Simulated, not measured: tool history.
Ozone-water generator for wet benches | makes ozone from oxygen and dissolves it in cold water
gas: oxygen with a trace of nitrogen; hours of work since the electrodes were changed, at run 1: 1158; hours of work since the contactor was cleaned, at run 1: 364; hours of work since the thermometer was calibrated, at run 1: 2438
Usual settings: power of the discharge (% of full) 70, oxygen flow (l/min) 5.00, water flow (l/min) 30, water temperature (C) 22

| run | hour | power of the discharge (% of full) | oxygen flow (l/min) | water flow (l/min) | water temperature (C) | hours of work since the electrodes were changed | hours of work since the contactor was cleaned | hours of work since the thermometer was calibrated | dissolved ozone (ppm) | ozone in the gas ahead of the water (g/m3) |
|---|---|---|---|---|---|---|---|---|---|---|
| 1 | 0.0 | 70 | 5.00 | 30 | 22 | 1158 | 364 | 2438 | 15.4 | 232.4 |
| 2 | 50.7 | 70 | 5.00 | 30 | 22 | 1195 | 402 | 2476 | 15.5 | 232.6 |
| 3 | 88.2 | 70 | 5.00 | 30 | 22 | 1223 | 429 | 2503 | 15.1 | 232.7 |
| 4 | 136.0 | 70 | 5.00 | 22 | 22 | 1258 | 465 | 2539 | 20.2 | 233.7 |
|  | 140.5 | water thermometer calibrated |
| 5 | 165.2 | 70 | 5.00 | 30 | 22 | 1280 | 486 | 18 | 15.2 | 230.1 |
| 6 | 192.7 | 70 | 5.00 | 30 | 22 | 1300 | 506 | 38 | 15.1 | 231.1 |
| 7 | 237.2 | 70 | 5.00 | 30 | 22 | 1333 | 539 | 71 | 15.0 | 230.0 |
|  | 261.7 | water thermometer calibrated, once more |
| 8 | 274.6 | 70 | 5.00 | 30 | 22 | 1360 | 566 | 10 | 15.0 | 228.3 |
| 9 | 326.8 | 89 | 5.00 | 30 | 16 | 1398 | 605 | 48 | 18.6 | 266.7 |
| 10 | 353.0 | 68 | 3.31 | 30 | 27 | 1418 | 624 | 67 | 13.9 | 299.0 |
| 11 | 394.3 | 47 | 3.31 | 30 | 27 | 1448 | 655 | 98 | 11.3 | 239.5 |
| 12 | 421.9 | 47 | 3.31 | 30 | 27 | 1469 | 675 | 118 | 11.4 | 239.4 |
| 13 | 469.3 | 70 | 5.00 | 30 | 14 | 1504 | 710 | 153 | 16.5 | 226.6 |
| 14 | 496.4 | 66 | 3.14 | 46 | 23 | 1524 | 730 | 173 | 8.8 | 304.1 |

5 ways to go on from here, each from the tool as it stands after run 14. What would each give?
| A | 546.6 | 66 | 3.14 | 19 | 28 | 1561 | 767 | 210 | ? | ? |
| B | 546.6 | 70 | 8.99 | 30 | 22 | 1561 | 767 | 210 | ? | ? |
| C | 546.6 | 92 | 4.72 | 46 | 23 | 1561 | 767 | 210 | ? | ? |
| D | 546.6 | 70 | 7.87 | 30 | 20 | 1561 | 767 | 210 | ? | ? |
| E | 546.6 | 70 | 3.16 | 30 | 22 | 1561 | 767 | 210 | ? | ? |

| run | dissolved ozone (ppm) | ozone in the gas ahead of the water (g/m3) |
|---|---|---|
| A | 21.0 | 301.8 |
| B | 13.9 | 152.0 |
| C | 11.1 | 273.2 |
| D | 14.6 | 166.5 |
| E | 14.9 | 311.1 |
Without the tool's hidden state the same runs would have given:
| run | dissolved ozone (ppm) | ozone in the gas ahead of the water (g/m3) |
|---|---|---|
| A | 24.1 | 338.3 |
| B | 16.1 | 171.2 |
| C | 13.1 | 313.7 |
| D | 16.9 | 187.5 |
| E | 17.2 | 350.4 |
